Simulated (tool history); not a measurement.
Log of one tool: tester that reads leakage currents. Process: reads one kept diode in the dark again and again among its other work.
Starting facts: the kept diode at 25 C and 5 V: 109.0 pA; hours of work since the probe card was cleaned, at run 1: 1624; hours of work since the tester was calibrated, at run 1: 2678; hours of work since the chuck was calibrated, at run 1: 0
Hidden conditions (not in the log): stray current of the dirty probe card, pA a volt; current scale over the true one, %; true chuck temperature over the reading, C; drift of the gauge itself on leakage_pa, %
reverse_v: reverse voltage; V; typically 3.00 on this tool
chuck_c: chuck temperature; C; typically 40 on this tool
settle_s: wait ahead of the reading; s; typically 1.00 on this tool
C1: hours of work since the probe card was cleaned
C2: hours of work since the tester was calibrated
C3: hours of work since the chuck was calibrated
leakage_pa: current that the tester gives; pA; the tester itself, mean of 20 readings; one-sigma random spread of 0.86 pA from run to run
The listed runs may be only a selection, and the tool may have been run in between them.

Run 1, hour 0.0: usual settings; C1 1624; C2 2678; C3 0. Result: leakage_pa 285.21 pA.
Run 2, hour 66.7: usual settings; C1 1666; C2 2720; C3 42. Result: leakage_pa 285.26 pA.
Run 3, hour 123.9: usual settings; C1 1702; C2 2756; C3 78. Result: leakage_pa 285.21 pA.
Run 4, hour 223.3: usual settings; C1 1765; C2 2819; C3 141. Result: leakage_pa 286.02 pA.
Run 5, hour 273.4: usual settings but chuck_c 38 C; C1 1797; C2 2850; C3 173. Result: leakage_pa 244.47 pA.
Run 6, hour 359.8: usual settings but chuck_c 38 C; C1 1851; C2 2905; C3 227. Result: leakage_pa 244.62 pA.
Run 7, hour 450.5: usual settings; C1 1909; C2 2962; C3 285. Result: leakage_pa 286.81 pA.
Run 8, hour 523.4: usual settings; C1 1955; C2 3008; C3 331. Result: leakage_pa 286.10 pA.
Run 9, hour 620.8: usual settings but settle_s 0.54 s; C1 2016; C2 3070; C3 392. Result: leakage_pa 286.41 pA.
Run 10, hour 720.6: usual settings but reverse_v 9.40 V, settle_s 0.54 s; C1 2079; C2 3133; C3 455. Result: leakage_pa 503.51 pA.
At hour 806.4: probe card cleaned and baked.
Run 11, hour 815.8: usual settings but reverse_v 9.40 V, settle_s 0.54 s; C1 6; C2 3191; C3 513. Result: leakage_pa 500.80 pA.
Run 12, hour 886.3: usual settings but reverse_v 2.29 V, chuck_c 49 C; C1 50; C2 3236; C3 558. Result: leakage_pa 490.97 pA.
At hour 926.3: tester calibrated.
Run 13, hour 938.0: usual settings but reverse_v 5.03 V, chuck_c 49 C; C1 82; C2 7; C3 589. Result: leakage_pa 722.35 pA.
Run 14, hour 1023.5: usual settings but reverse_v 5.03 V, chuck_c 49 C; C1 136; C2 61; C3 643. Result: leakage_pa 719.04 pA.
Run 15, hour 1124.9: usual settings but reverse_v 5.03 V, chuck_c 49 C; C1 200; C2 125; C3 707. Result: leakage_pa 717.26 pA.
Run 16, hour 1173.6: usual settings but reverse_v 5.03 V, chuck_c 49 C; C1 231; C2 156; C3 738. Result: leakage_pa 720.04 pA.
Run 17, hour 1237.8: usual settings but reverse_v 11.46 V, chuck_c 28 C, settle_s 0.69 s; C1 271; C2 197; C3 779. Result: leakage_pa 213.85 pA.
Run 18, hour 1323.1: usual settings but reverse_v 1.56 V, chuck_c 28 C, settle_s 0.74 s; C1 325; C2 251; C3 833. Result: leakage_pa 80.00 pA.

Forecast each of these 3 alternatives for the next run:
Run A, hour 1388.8: usual settings but reverse_v 16.36 V, chuck_c 30 C, settle_s 7.98 s; C1 367; C2 292; C3 874. Result: leakage_pa ?.
Run B, hour 1388.8: usual settings but chuck_c 54 C, settle_s 9.47 s; C1 367; C2 292; C3 874. Result: leakage_pa ?.
Run C, hour 1388.8: usual settings but settle_s 0.37 s; C1 367; C2 292; C3 874. Result: leakage_pa ?.

run  leakage_pa
  A      294.99
  B      801.28
  C      287.18
Without the tool's unlogged condition, the same runs would have read:
run  leakage_pa
  A      295.01
  B      801.52
  C      287.26

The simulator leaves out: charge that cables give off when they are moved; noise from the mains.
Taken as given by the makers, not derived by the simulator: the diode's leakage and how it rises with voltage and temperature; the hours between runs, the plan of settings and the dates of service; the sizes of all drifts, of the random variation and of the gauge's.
